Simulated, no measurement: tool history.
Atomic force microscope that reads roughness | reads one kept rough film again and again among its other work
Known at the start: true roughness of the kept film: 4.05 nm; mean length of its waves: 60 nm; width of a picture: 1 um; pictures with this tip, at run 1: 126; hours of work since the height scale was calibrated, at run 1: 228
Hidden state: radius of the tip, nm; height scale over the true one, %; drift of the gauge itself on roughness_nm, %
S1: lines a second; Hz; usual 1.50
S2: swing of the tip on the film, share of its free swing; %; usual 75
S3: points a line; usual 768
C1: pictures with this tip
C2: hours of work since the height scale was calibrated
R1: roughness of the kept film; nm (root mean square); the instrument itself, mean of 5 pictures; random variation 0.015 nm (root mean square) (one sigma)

run	day	S1	S2	S3	C1	C2	R1
1	0.000	1.50	75	768	126	228	3.462
2	0.346	1.50	75	768	147	235	3.431
3	0.625	1.50	75	768	164	240	3.407
4	1.088	1.50	75	768	192	248	3.371
5	1.421	1.50	75	768	212	254	3.358
6	1.862	1.50	75	768	238	262	3.328
7	2.142	1.50	75	768	255	267	3.284
8	2.446	1.50	75	768	273	273	3.258
9	2.692	1.50	75	768	288	277	3.273
10	3.179	1.50	75	272	318	286	3.197
11	3.717	1.50	75	768	350	296	3.220
# day 3.838: new tip fitted
12	4.071	1.50	75	768	14	302	3.677
13	4.333	1.50	75	768	30	307	3.602
14	4.783	1.50	75	768	57	315	3.586
15	5.129	1.50	75	768	78	322	3.550
16	5.492	0.71	75	768	100	328	3.585
17	5.862	0.71	75	768	122	335	3.619
18	6.208	0.71	75	768	143	341	3.557
19	6.729	2.12	75	768	174	351	3.330
20	7.058	2.12	75	768	194	357	3.297
21	7.546	2.12	75	768	224	366	3.279
22	7.971	2.12	75	768	249	373	3.227
23	8.212	2.12	75	987	264	378	3.239
24	8.621	2.12	75	987	289	385	3.186
25	9.100	1.50	74	768	318	394	3.237
26	9.421	3.79	57	289	337	400	3.238
27	9.704	3.79	57	289	354	405	3.227
# day 9.758: new tip fitted
28	10.021	0.79	86	335	16	410	3.648
29	10.446	1.12	59	840	41	418	3.736
30	10.921	1.12	59	840	70	427	3.702
# day 10.996: height scale calibrated on a step standard
31	11.408	1.12	59	840	97	8	3.694

The next listed run, before its measurement:
32	11.888	1.59	75	768	126	16	?

R1: 3.469 nm (root mean square)
Without the tool's hidden state the same run would have given R1 3.637 nm (root mean square).
